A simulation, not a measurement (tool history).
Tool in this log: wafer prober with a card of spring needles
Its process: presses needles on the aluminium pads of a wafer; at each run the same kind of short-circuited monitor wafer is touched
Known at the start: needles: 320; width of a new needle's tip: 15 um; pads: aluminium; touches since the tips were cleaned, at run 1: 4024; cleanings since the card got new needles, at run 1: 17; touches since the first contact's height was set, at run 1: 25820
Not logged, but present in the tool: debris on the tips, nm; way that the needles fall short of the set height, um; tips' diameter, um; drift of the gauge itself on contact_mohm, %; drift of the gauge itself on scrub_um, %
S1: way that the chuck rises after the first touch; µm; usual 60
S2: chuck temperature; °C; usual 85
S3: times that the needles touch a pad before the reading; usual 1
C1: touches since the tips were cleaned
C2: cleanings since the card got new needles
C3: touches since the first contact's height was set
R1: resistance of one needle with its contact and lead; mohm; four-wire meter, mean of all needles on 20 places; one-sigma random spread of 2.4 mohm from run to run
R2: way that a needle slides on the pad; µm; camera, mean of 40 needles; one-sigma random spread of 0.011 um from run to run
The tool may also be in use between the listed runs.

Run 1, hour 0: usual settings; C1 4024; C2 17; C3 25820. Result: R1 325 mohm, R2 9.52 µm.
At hour 7.6: tips cleaned on abrasive film.
At hour 26.4: tips cleaned on abrasive film.
At hour 41.5: tips cleaned on abrasive film.
At hour 59.2: tips cleaned on abrasive film.
At hour 75.2: tips cleaned on abrasive film.
Run 2, hour 75.2: usual settings; C1 0; C2 22; C3 52955. Result: R1 275 mohm, R2 9.39 µm.
At hour 93: tips cleaned on abrasive film.
At hour 108.1: tips cleaned on abrasive film.
At hour 126.9: tips cleaned on abrasive film.
At hour 145.3: tips cleaned on abrasive film, once more.
Run 3, hour 153.7: usual settings; C1 3084; C2 26; C3 81354. Result: R1 323 mohm, R2 9.35 µm.
At hour 161.3: tips cleaned on abrasive film.
At hour 165.4: height of the first contact set anew.
At hour 176.7: tips cleaned on abrasive film.
At hour 191.8: tips cleaned on abrasive film.
At hour 206.9: tips cleaned on abrasive film.
At hour 225.4: tips cleaned on abrasive film.
Run 4, hour 231.4: usual settings; C1 2185; C2 31; C3 23840. Result: R1 304 mohm, R2 9.53 µm.
At hour 242.8: tips cleaned on abrasive film.
At hour 261.5: tips cleaned on abrasive film.
At hour 276.6: tips cleaned on abrasive film.
At hour 295: tips cleaned on abrasive film.
Run 5, hour 307.7: usual settings; C1 4621; C2 35; C3 51408. Result: R1 330 mohm, R2 9.45 µm.
At hour 311.5: tips cleaned on abrasive film.
At hour 326.6: tips cleaned on abrasive film.
At hour 345.3: tips cleaned on abrasive film.
At hour 363.3: tips cleaned on abrasive film.
Run 6, hour 363.3: usual settings; C1 0; C2 39; C3 71456. Result: R1 274 mohm, R2 9.39 µm.
At hour 382.1: tips cleaned on abrasive film.
At hour 400.7: tips cleaned on abrasive film.
At hour 401: height of the first contact set anew.
At hour 419.8: tips cleaned on abrasive film.
Run 7, hour 427.1: usual settings; C1 2629; C2 42; C3 9440. Result: R1 315 mohm, R2 9.58 µm.
At hour 438.4: tips cleaned on abrasive film.
At hour 456.7: tips cleaned on abrasive film.
Run 8, hour 470.4: usual settings; C1 4961; C2 44; C3 25108. Result: R1 331 mohm, R2 9.54 µm.
At hour 474.2: tips cleaned on abrasive film.
At hour 493: tips cleaned on abrasive film.
At hour 511.4: tips cleaned on abrasive film.
Run 9, hour 511.5: usual settings; C1 13; C2 47; C3 39917. Result: R1 273 mohm, R2 9.48 µm.
At hour 526.7: tips cleaned on abrasive film.
At hour 541.8: tips cleaned on abrasive film.
Run 10, hour 550.5: usual settings; C1 3170; C2 49; C3 54022. Result: R1 318 mohm, R2 9.45 µm.
At hour 558.1: tips cleaned on abrasive film.
At hour 573.2: tips cleaned on abrasive film.
Run 11, hour 584.4: usual settings; C1 4079; C2 51; C3 66276. Result: R1 328 mohm, R2 9.4 µm.
At hour 592: tips cleaned on abrasive film.
At hour 610.8: tips cleaned on abrasive film.
At hour 625.9: tips cleaned on abrasive film.
At hour 637.5: height of the first contact set anew.
At hour 644.8: tips cleaned on abrasive film.
Run 12, hour 653.2: usual settings; C1 3020; C2 55; C3 5656. Result: R1 317 mohm, R2 9.56 µm.
At hour 660.8: tips cleaned on abrasive film.
At hour 675.8: tips cleaned on abrasive film.
At hour 694.1: tips cleaned on abrasive film.
At hour 709.2: tips cleaned on abrasive film.
Run 13, hour 712.8: usual settings; C1 1286; C2 59; C3 27164. Result: R1 299 mohm, R2 9.49 µm.
At hour 727.4: tips cleaned on abrasive film.
At hour 742.5: tips cleaned on abrasive film.
At hour 761.3: tips cleaned on abrasive film.
Run 14, hour 770.1: usual settings but S1 42 µm, S2 92 °C; C1 3195; C2 62; C3 47894. Result: R1 386 mohm, R2 6.58 µm.
At hour 777.7: tips cleaned on abrasive film.
At hour 796.5: tips cleaned on abrasive film.
At hour 811.6: tips cleaned on abrasive film.
At hour 826.7: tips cleaned on abrasive film.
At hour 845.2: tips cleaned on abrasive film.
Run 15, hour 848.9: usual settings but S1 59 µm, S2 63 °C; C1 1345; C2 67; C3 76325. Result: R1 307 mohm, R2 9.21 µm.
At hour 864: tips cleaned on abrasive film.
At hour 875.5: height of the first contact set anew.
At hour 879.4: tips cleaned on abrasive film.
At hour 898.2: tips cleaned on abrasive film.
At hour 916.8: tips cleaned on abrasive film.
Run 16, hour 927.2: usual settings but S1 68 µm; C1 3765; C2 71; C3 18663. Result: R1 322 mohm, R2 10.81 µm.
At hour 934.8: tips cleaned on abrasive film.
At hour 953.6: tips cleaned on abrasive film.
At hour 972.5: tips cleaned on abrasive film.
Run 17, hour 981: usual settings but S1 47 µm, S2 27 °C, S3 3; C1 3115; C2 74; C3 38125. Result: R1 296 mohm, R2 7.42 µm.
At hour 988.6: tips cleaned on abrasive film.
At hour 1006.6: tips cleaned on abrasive film.
At hour 1021.7: tips cleaned on abrasive film.
At hour 1040.5: tips cleaned on abrasive film.
At hour 1055.6: tips cleaned on abrasive film.
Run 18, hour 1056: usual settings but S1 47 µm, S2 27 °C, S3 3; C1 142; C2 79; C3 65177. Result: R1 260 mohm, R2 7.31 µm.
At hour 1074.3: tips cleaned on abrasive film.
At hour 1091: tips cleaned on abrasive film.
Run 19, hour 1091: usual settings but S1 47 µm, S2 27 °C, S3 3; C1 0; C2 81; C3 77814. Result: R1 261 mohm, R2 7.28 µm.
At hour 1109.8: tips cleaned on abrasive film.
At hour 1110.1: height of the first contact set anew.
At hour 1126.7: tips cleaned on abrasive film.
Run 20, hour 1126.7: usual settings but S1 69 µm, S2 30 °C; C1 0; C2 83; C3 5974. Result: R1 256 mohm, R2 11.03 µm.
At hour 1145.2: tips cleaned on abrasive film.
At hour 1164.1: tips cleaned on abrasive film.
At hour 1179.3: tips cleaned on abrasive film.
Run 21, hour 1179.3: usual settings but S1 69 µm, S2 30 °C; C1 0; C2 86; C3 24993. Result: R1 258 mohm, R2 10.98 µm.
At hour 1198: tips cleaned on abrasive film.
At hour 1216.8: tips cleaned on abrasive film.
Run 22, hour 1217.6: usual settings but S2 40 °C; C1 285; C2 88; C3 38843. Result: R1 269 mohm, R2 9.48 µm.
At hour 1232.7: tips cleaned on abrasive film.
At hour 1251.5: tips cleaned on abrasive film.
At hour 1270.2: tips cleaned on abrasive film.
Run 23, hour 1274.5: usual settings but S2 40 °C; C1 1552; C2 91; C3 59390. Result: R1 296 mohm, R2 9.44 µm.
At hour 1285.8: tips cleaned on abrasive film.
At hour 1304.7: tips cleaned on abrasive film.
At hour 1323.3: tips cleaned on abrasive film.
At hour 1340.8: tips cleaned on abrasive film.
Run 24, hour 1340.8: usual settings but S2 40 °C; C1 0; C2 95; C3 83328. Result: R1 264 mohm, R2 9.37 µm.
At hour 1344.8: height of the first contact set anew.
At hour 1359.9: tips cleaned on abrasive film.
At hour 1375: tips cleaned on abrasive film.
At hour 1393.7: tips cleaned on abrasive film.
At hour 1408.8: tips cleaned on abrasive film.
Run 25, hour 1409.7: usual settings but S2 40 °C; C1 348; C2 99; C3 23446. Result: R1 279 mohm, R2 9.55 µm.
At hour 1424.5: tips cleaned on abrasive film.
At hour 1439.6: tips cleaned on abrasive film.
At hour 1454.7: tips cleaned on abrasive film.
Run 26, hour 1462.1: usual settings but S2 40 °C; C1 2687; C2 102; C3 42345. Result: R1 311 mohm, R2 9.48 µm.

Branching from run 26: 5 alternative next runs. What would each branch give?
At hour 1473.1: tips cleaned on abrasive film.
At hour 1492: tips cleaned on abrasive film.
At hour 1510.8: tips cleaned on abrasive film.
Run A, hour 1523.2: usual settings but S1 42 µm, S2 40 °C, S3 2; C1 4496; C2 105; C3 64441. Result: R1 ?, R2 ?.
At hour 1473.1: tips cleaned on abrasive film.
At hour 1492: tips cleaned on abrasive film.
At hour 1510.8: tips cleaned on abrasive film.
Run B, hour 1523.2: usual settings but S1 46 µm, S2 40 °C; C1 4496; C2 105; C3 64441. Result: R1 ?, R2 ?.
At hour 1473.1: tips cleaned on abrasive film.
At hour 1492: tips cleaned on abrasive film.
At hour 1510.8: tips cleaned on abrasive film.
Run C, hour 1523.2: usual settings but S1 59 µm, S3 2; C1 4496; C2 105; C3 64441. Result: R1 ?, R2 ?.
At hour 1473.1: tips cleaned on abrasive film.
At hour 1492: tips cleaned on abrasive film.
At hour 1510.8: tips cleaned on abrasive film.
Run D, hour 1523.2: usual settings but S1 73 µm, S3 2; C1 4496; C2 105; C3 64441. Result: R1 ?, R2 ?.
At hour 1473.1: tips cleaned on abrasive film.
At hour 1492: tips cleaned on abrasive film.
At hour 1510.8: tips cleaned on abrasive film.
Run E, hour 1523.2: usual settings but S1 64 µm, S2 31 °C, S3 3; C1 4496; C2 105; C3 64441. Result: R1 ?, R2 ?.

run   R1     R2
  A  353   6.54
  B  388   7.17
  C  317   9.28
  D  296  11.47
  E  280  10.08
Stripped of hidden state, with their random variation kept, the same runs would have yielded:
run   R1     R2
  A  257   6.71
  B  257   7.34
  C  268   9.45
  D  262  11.64
  E  252  10.25

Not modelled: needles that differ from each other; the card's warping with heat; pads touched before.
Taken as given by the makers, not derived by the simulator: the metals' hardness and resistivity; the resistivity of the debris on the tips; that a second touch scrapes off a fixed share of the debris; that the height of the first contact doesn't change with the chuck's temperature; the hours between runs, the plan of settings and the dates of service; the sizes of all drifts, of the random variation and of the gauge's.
